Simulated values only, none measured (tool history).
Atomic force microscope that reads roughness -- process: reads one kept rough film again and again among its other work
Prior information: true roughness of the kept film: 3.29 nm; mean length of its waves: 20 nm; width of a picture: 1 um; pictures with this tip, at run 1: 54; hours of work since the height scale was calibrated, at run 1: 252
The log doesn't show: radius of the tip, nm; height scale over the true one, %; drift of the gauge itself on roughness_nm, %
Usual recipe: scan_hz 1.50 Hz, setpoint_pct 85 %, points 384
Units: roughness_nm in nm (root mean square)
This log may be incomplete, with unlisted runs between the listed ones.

| run | hour | scan_hz | setpoint_pct | points | pictures with this tip | hours of work since the height scale was calibrated | roughness_nm |
|---|---|---|---|---|---|---|---|
| 1 | 0.0 | 1.50 | 85 | 384 | 54 | 252 | 2.451 |
| 2 | 6.0 | 0.54 | 85 | 384 | 65 | 257 | 2.549 |
| 3 | 14.0 | 0.80 | 85 | 384 | 79 | 263 | 2.529 |
| 4 | 20.6 | 0.80 | 85 | 384 | 91 | 268 | 2.512 |
| 5 | 24.5 | 1.50 | 55 | 384 | 98 | 271 | 2.596 |
| 6 | 30.6 | 1.50 | 55 | 384 | 109 | 276 | 2.600 |
| 7 | 37.3 | 1.58 | 85 | 384 | 121 | 281 | 2.435 |
| 8 | 43.4 | 1.50 | 85 | 620 | 132 | 286 | 2.468 |
| 9 | 49.8 | 1.71 | 85 | 384 | 143 | 291 | 2.392 |
|  | 52.8 | new tip fitted |
| 10 | 56.0 | 1.71 | 85 | 384 | 6 | 296 | 2.422 |
| 11 | 60.7 | 1.71 | 85 | 384 | 14 | 299 | 2.429 |
| 12 | 67.9 | 1.71 | 85 | 384 | 27 | 305 | 2.427 |
| 13 | 74.8 | 1.71 | 85 | 384 | 40 | 311 | 2.416 |
| 14 | 83.7 | 1.71 | 85 | 384 | 55 | 318 | 2.417 |
| 15 | 90.5 | 1.71 | 85 | 384 | 68 | 323 | 2.420 |
| 16 | 94.4 | 1.71 | 85 | 384 | 74 | 326 | 2.411 |
| 17 | 102.1 | 1.71 | 85 | 384 | 88 | 332 | 2.414 |
| 18 | 109.9 | 1.71 | 85 | 384 | 102 | 338 | 2.418 |
| 19 | 115.4 | 2.15 | 58 | 845 | 112 | 343 | 2.592 |
| 20 | 123.2 | 1.92 | 61 | 384 | 126 | 349 | 2.570 |
| 21 | 130.2 | 1.92 | 61 | 384 | 138 | 354 | 2.561 |
|  | 136.1 | new tip fitted |
| 22 | 139.3 | 1.92 | 61 | 384 | 5 | 361 | 2.562 |
| 23 | 146.3 | 1.69 | 85 | 258 | 18 | 367 | 2.373 |
| 24 | 154.9 | 1.50 | 85 | 541 | 33 | 374 | 2.467 |
| 25 | 159.0 | 1.50 | 85 | 541 | 40 | 377 | 2.467 |
| 26 | 168.1 | 1.50 | 85 | 541 | 57 | 384 | 2.459 |
| 27 | 176.2 | 1.50 | 80 | 384 | 71 | 390 | 2.488 |
| 28 | 180.6 | 2.25 | 58 | 256 | 79 | 394 | 2.529 |
| 29 | 188.1 | 2.25 | 58 | 256 | 92 | 400 | 2.533 |

How the hidden state differs across the entries between the runs, from the last listed run before each to the first after it:
Between runs 9 and 10: new tip fitted (hour 52.8)
  radius of the tip, nm: 7.1 -> 7
Between runs 21 and 22: new tip fitted (hour 136.1)
  radius of the tip, nm: 7.1 -> 7

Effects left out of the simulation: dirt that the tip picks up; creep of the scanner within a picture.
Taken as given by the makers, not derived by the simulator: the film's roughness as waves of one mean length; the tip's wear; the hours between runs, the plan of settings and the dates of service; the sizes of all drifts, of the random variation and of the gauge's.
